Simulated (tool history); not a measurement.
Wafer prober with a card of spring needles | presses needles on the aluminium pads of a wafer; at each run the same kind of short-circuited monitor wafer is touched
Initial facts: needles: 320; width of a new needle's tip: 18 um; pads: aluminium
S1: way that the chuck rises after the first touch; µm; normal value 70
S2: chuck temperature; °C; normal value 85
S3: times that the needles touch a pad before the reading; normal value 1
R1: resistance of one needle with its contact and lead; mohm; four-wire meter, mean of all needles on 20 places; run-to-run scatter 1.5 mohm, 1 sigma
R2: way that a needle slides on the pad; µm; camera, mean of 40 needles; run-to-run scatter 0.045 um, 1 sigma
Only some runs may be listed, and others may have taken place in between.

run	hour	S1	S2	S3	R1	R2
1	0.0	70	85	1	162	18.86
# hour 5.1: tips cleaned on abrasive film
2	6.1	70	85	1	154	18.78
3	10.4	70	27	1	158	18.71
# hour 14.2: tips cleaned on abrasive film
4	17.2	70	85	1	157	18.67
5	22.6	70	85	1	169	18.76
# hour 23.5: tips cleaned on abrasive film
6	28.9	70	85	3	155	18.72
# hour 32.8: tips cleaned on abrasive film
7	34.9	70	85	3	151	18.78
# hour 37.8: height of the first contact set anew
8	40.5	70	67	1	166	19.49
# hour 42.2: tips cleaned on abrasive film
9	46.4	70	67	1	159	19.52
# hour 51.6: tips cleaned on abrasive film
10	52.9	70	85	1	153	19.34
11	60.1	70	85	1	173	19.46
# hour 60.7: tips cleaned on abrasive film
12	69.1	70	85	1	169	19.53
# hour 69.7: tips cleaned on abrasive film
13	73.8	70	85	1	163	19.36
# hour 78.9: tips cleaned on abrasive film
14	80.7	70	85	1	153	19.40
15	87.2	86	85	1	165	23.74
# hour 87.9: tips cleaned on abrasive film
16	91.3	86	85	1	157	23.96
17	95.8	86	85	1	161	23.88
# hour 97.2: tips cleaned on abrasive film
18	101.9	86	85	1	157	23.81
# hour 106.5: tips cleaned on abrasive film
19	111.1	86	85	1	157	23.70
# hour 115.6: tips cleaned on abrasive film
20	116.1	66	65	1	148	18.15
21	120.9	66	65	1	165	18.10
# hour 124.7: tips cleaned on abrasive film
22	128.8	66	65	1	160	18.22
# hour 134.0: tips cleaned on abrasive film
23	136.5	68	85	2	155	18.63
24	142.5	61	85	2	165	16.74
# hour 143.4: tips cleaned on abrasive film
25	149.0	70	39	2	154	19.18
# hour 152.4: tips cleaned on abrasive film
26	158.3	70	39	2	152	19.16
# hour 161.7: tips cleaned on abrasive film
27	162.5	72	85	1	151	19.67
# hour 171.1: tips cleaned on abrasive film
28	171.5	72	85	1	152	19.68
29	175.6	55	85	1	175	15.00
# hour 180.1: tips cleaned on abrasive film
30	182.2	73	46	1	149	20.00
# hour 189.3: tips cleaned on abrasive film
31	191.0	67	58	1	153	18.24
32	197.4	67	58	1	171	18.29
# hour 198.3: tips cleaned on abrasive film
33	206.6	70	109	1	172	19.08

Pick out some run-to-run changes in R1. Of each, how much would a tool without hidden state show as well, from the settings, what came in and chance, and how much is left for the hidden state and any gauge scatter not in both results compared?
Hidden state present: debris on the tips, nm; way that the needles fall short of the set height, um; tips' diameter, um; drift of the gauge itself on contact_mohm, %; drift of the gauge itself on scrub_um, %.
Run 7 -> 8: S2 85 -> 67, S3 3 -> 1, height of the first contact set anew. R1 +15 mohm: hidden state +18, all else -3.
Run 10 -> 11: settings left as they were, no log entry in between. R1 +20 mohm: hidden state +17, all else +3.
Run 28 -> 29: S1 72 -> 55. R1 +23 mohm: hidden state +21, all else +2.
Run 29 -> 30: S1 55 -> 73, S2 85 -> 46, tips cleaned on abrasive film. R1 -26 mohm: hidden state -16, all else -10.

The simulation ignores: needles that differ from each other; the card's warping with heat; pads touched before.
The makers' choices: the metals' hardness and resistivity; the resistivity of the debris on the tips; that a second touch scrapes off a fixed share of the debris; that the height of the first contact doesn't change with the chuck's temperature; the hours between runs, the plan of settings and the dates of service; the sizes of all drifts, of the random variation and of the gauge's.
